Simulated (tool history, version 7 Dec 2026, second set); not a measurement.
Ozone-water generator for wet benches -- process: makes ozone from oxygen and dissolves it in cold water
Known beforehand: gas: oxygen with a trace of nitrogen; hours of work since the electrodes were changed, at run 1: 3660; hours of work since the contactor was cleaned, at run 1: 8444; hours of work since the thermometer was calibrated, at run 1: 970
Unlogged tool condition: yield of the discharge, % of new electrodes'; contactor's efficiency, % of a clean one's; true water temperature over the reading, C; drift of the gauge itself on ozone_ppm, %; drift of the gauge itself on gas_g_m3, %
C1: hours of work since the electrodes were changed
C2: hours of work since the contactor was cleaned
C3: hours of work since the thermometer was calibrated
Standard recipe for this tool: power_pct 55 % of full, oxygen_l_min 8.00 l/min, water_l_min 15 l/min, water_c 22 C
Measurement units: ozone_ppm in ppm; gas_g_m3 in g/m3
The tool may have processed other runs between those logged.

{"run": 1, "hour": 0.0, "power_pct": 55, "oxygen_l_min": 8.0, "water_l_min": 15, "water_c": 22, "C1": 3660, "C2": 8444, "C3": 970, "ozone_ppm": 35.9, "gas_g_m3": 242.1}
{"run": 2, "hour": 86.1, "power_pct": 55, "oxygen_l_min": 11.52, "water_l_min": 15, "water_c": 22, "C1": 3741, "C2": 8525, "C3": 1051, "ozone_ppm": 35.1, "gas_g_m3": 208.1}
{"run": 3, "hour": 191.4, "power_pct": 55, "oxygen_l_min": 8.0, "water_l_min": 15, "water_c": 22, "C1": 3839, "C2": 8623, "C3": 1150, "ozone_ppm": 36.8, "gas_g_m3": 238.7}
{"run": 4, "hour": 249.7, "power_pct": 55, "oxygen_l_min": 8.0, "water_l_min": 15, "water_c": 22, "C1": 3894, "C2": 8678, "C3": 1204, "ozone_ppm": 36.4, "gas_g_m3": 238.5}
{"run": 5, "hour": 318.7, "power_pct": 55, "oxygen_l_min": 8.0, "water_l_min": 15, "water_c": 14, "C1": 3958, "C2": 8742, "C3": 1269, "ozone_ppm": 42.8, "gas_g_m3": 238.9}
{"run": 6, "hour": 425.1, "power_pct": 55, "oxygen_l_min": 8.0, "water_l_min": 15, "water_c": 14, "C1": 4058, "C2": 8842, "C3": 1368, "ozone_ppm": 43.0, "gas_g_m3": 240.1}
{"run": 7, "hour": 505.0, "power_pct": 55, "oxygen_l_min": 8.0, "water_l_min": 15, "water_c": 14, "C1": 4133, "C2": 8917, "C3": 1443, "ozone_ppm": 43.1, "gas_g_m3": 239.3}
{"run": 8, "hour": 573.2, "power_pct": 53, "oxygen_l_min": 8.0, "water_l_min": 23, "water_c": 19, "C1": 4197, "C2": 8981, "C3": 1507, "ozone_ppm": 28.9, "gas_g_m3": 230.8}
{"run": 9, "hour": 639.6, "power_pct": 55, "oxygen_l_min": 5.81, "water_l_min": 15, "water_c": 17, "C1": 4259, "C2": 9043, "C3": 1569, "ozone_ppm": 40.3, "gas_g_m3": 269.8}
{"hour": 670.9, "done": "contactor cleaned"}
{"run": 10, "hour": 729.4, "power_pct": 55, "oxygen_l_min": 13.4, "water_l_min": 15, "water_c": 18, "C1": 4339, "C2": 55, "C3": 1650, "ozone_ppm": 37.9, "gas_g_m3": 191.1}

Forecast each of these 5 alternatives for the next run:
{"run": "A", "hour": 811.7, "power_pct": 49, "oxygen_l_min": 9.51, "water_l_min": 15, "water_c": 29, "C1": 4416, "C2": 132, "C3": 1727, "ozone_ppm": "?", "gas_g_m3": "?"}
{"run": "B", "hour": 811.7, "power_pct": 55, "oxygen_l_min": 5.34, "water_l_min": 14, "water_c": 22, "C1": 4416, "C2": 132, "C3": 1727, "ozone_ppm": "?", "gas_g_m3": "?"}
{"run": "C", "hour": 811.7, "power_pct": 54, "oxygen_l_min": 13.4, "water_l_min": 16, "water_c": 22, "C1": 4416, "C2": 132, "C3": 1727, "ozone_ppm": "?", "gas_g_m3": "?"}
{"run": "D", "hour": 811.7, "power_pct": 61, "oxygen_l_min": 12.86, "water_l_min": 9, "water_c": 18, "C1": 4416, "C2": 132, "C3": 1727, "ozone_ppm": "?", "gas_g_m3": "?"}
{"run": "E", "hour": 811.7, "power_pct": 56, "oxygen_l_min": 13.56, "water_l_min": 20, "water_c": 18, "C1": 4416, "C2": 132, "C3": 1727, "ozone_ppm": "?", "gas_g_m3": "?"}

run=A ozone_ppm=28.5 gas_g_m3=210.6
run=B ozone_ppm=38.5 gas_g_m3=280.2
run=C ozone_ppm=33.4 gas_g_m3=191.7
run=D ozone_ppm=48.7 gas_g_m3=206.3
run=E ozone_ppm=33.1 gas_g_m3=192.5
With the hidden condition removed and each run's random variation left untouched, the same runs would have given:
run=A ozone_ppm=28.5 gas_g_m3=213.4
run=B ozone_ppm=38.5 gas_g_m3=283.9
run=C ozone_ppm=33.4 gas_g_m3=194.2
run=D ozone_ppm=48.8 gas_g_m3=209.0
run=E ozone_ppm=33.2 gas_g_m3=195.0
